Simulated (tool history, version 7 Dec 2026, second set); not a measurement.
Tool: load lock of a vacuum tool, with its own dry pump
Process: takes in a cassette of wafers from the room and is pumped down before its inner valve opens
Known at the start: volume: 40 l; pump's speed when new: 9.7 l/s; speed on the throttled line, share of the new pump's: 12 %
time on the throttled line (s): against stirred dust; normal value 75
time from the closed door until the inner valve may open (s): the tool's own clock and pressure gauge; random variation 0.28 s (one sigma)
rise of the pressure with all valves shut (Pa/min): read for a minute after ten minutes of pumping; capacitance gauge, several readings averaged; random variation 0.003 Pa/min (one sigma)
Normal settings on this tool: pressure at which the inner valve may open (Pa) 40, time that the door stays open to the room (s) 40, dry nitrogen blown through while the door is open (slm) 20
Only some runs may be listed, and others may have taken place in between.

| run | hour | time on the throttled line (s) | pressure at which the inner valve may open (Pa) | time that the door stays open to the room (s) | dry nitrogen blown through while the door is open (slm) | incoming humidity of the room's air, % | time from the closed door until the inner valve may open (s) | rise of the pressure with all valves shut (Pa/min) |
|---|---|---|---|---|---|---|---|---|
| 1 | 0 | 75 | 40 | 40 | 20 | 46.6 | 98.1 | 0.059 |
| 2 | 661.2 | 75 | 40 | 40 | 20 | 45.2 | 97.9 | 0.058 |
| 3 | 1050.7 | 75 | 40 | 40 | 20 | 47.3 | 98.3 | 0.05 |
| 4 | 1522.1 | 43 | 40 | 40 | 20 | 48 | 70.2 | 0.055 |
| 5 | 2038.2 | 75 | 40 | 40 | 20 | 44.1 | 98.4 | 0.057 |
| 6 | 2673.1 | 75 | 40 | 40 | 20 | 43.6 | 97.7 | 0.056 |
| 7 | 3295.6 | 75 | 40 | 40 | 20 | 47.4 | 98 | 0.053 |
| 8 | 3623.4 | 75 | 40 | 40 | 20 | 44.2 | 98.7 | 0.054 |
| 9 | 4339.7 | 75 | 61 | 40 | 20 | 47 | 96.4 | 0.054 |
| 10 | 4667.6 | 75 | 61 | 40 | 20 | 43 | 96.5 | 0.051 |
| 11 | 5373 | 75 | 61 | 40 | 20 | 46 | 96.5 | 0.063 |
| 12 | 6063.9 | 75 | 61 | 186 | 20 | 44.3 | 96.6 | 0.078 |
| 13 | 6409.3 | 75 | 61 | 186 | 12 | 43 | 96.7 | 0.095 |
| 14 | 7158.9 | 75 | 46 | 40 | 20 | 40.9 | 98.2 | 0.05 |
| 15 | 7605.7 | 134 | 46 | 40 | 20 | 45.7 | 149.4 | 0.054 |
| 16 | 8181.3 | 49 | 40 | 40 | 20 | 44.1 | 75.6 | 0.05 |
| 17 | 8920.1 | 75 | 40 | 40 | 20 | 41.1 | 98.4 | 0.045 |
| 18 | 9314.1 | 40 | 53 | 40 | 20 | 42.5 | 66.5 | 0.048 |
| 19 | 10025 | 120 | 28 | 144 | 20 | 42.7 | 139.7 | 0.078 |
| 20 | 10726.4 | 75 | 30 | 40 | 6 | 45.6 | 99.6 | 0.071 |
| 21 | 11309 | 143 | 40 | 40 | 20 | 44.1 | 157.9 | 0.047 |
| 22 | 11796.8 | 143 | 40 | 40 | 20 | 45 | 157.7 | 0.055 |
| 23 | 12107 | 143 | 40 | 40 | 20 | 48.1 | 157.3 | 0.055 |
| 24 | 12765.1 | 143 | 40 | 108 | 20 | 42.3 | 157.6 | 0.067 |
| 25 | 13445.6 | 73 | 40 | 145 | 35 | 50.5 | 96.5 | 0.068 |
| 26 | 13905.2 | 96 | 40 | 40 | 18 | 43.5 | 116.6 | 0.049 |
| 27 | 14431.4 | 75 | 40 | 40 | 10 | 45.1 | 97.8 | 0.066 |
| 28 | 14842.8 | 50 | 40 | 39 | 10 | 47.4 | 76.3 | 0.068 |
| 29 | 15545.7 | 52 | 40 | 134 | 10 | 45 | 78.4 | 0.09 |
| 30 | 16104.7 | 64 | 68 | 32 | 32 | 43.4 | 86.3 | 0.036 |
| 31 | 16611.6 | 53 | 40 | 55 | 20 | 44.9 | 78.6 | 0.058 |
| 32 | 17031.4 | 71 | 58 | 175 | 5 | 41.8 | 93.2 | 0.107 |
| 33 | 17697.9 | 71 | 58 | 175 | 5 | 46.8 | 93.5 | 0.12 |

Removed from this log: 2 entries logged between the listed runs. Between which two listed runs does each belong, and how does the tool's hidden state at the listed run before it compare with that at the listed run after it?
In the gap between runs 11 and 12: door's seal changed, seat wiped (hour 5433.2)
  leak at the door's seal, Pa l/s: 0.0035 -> 0.002
In the gap between runs 26 and 27: dry pump taken out, an overhauled one fitted (hour 14029)
  the hidden state is the same at both runs
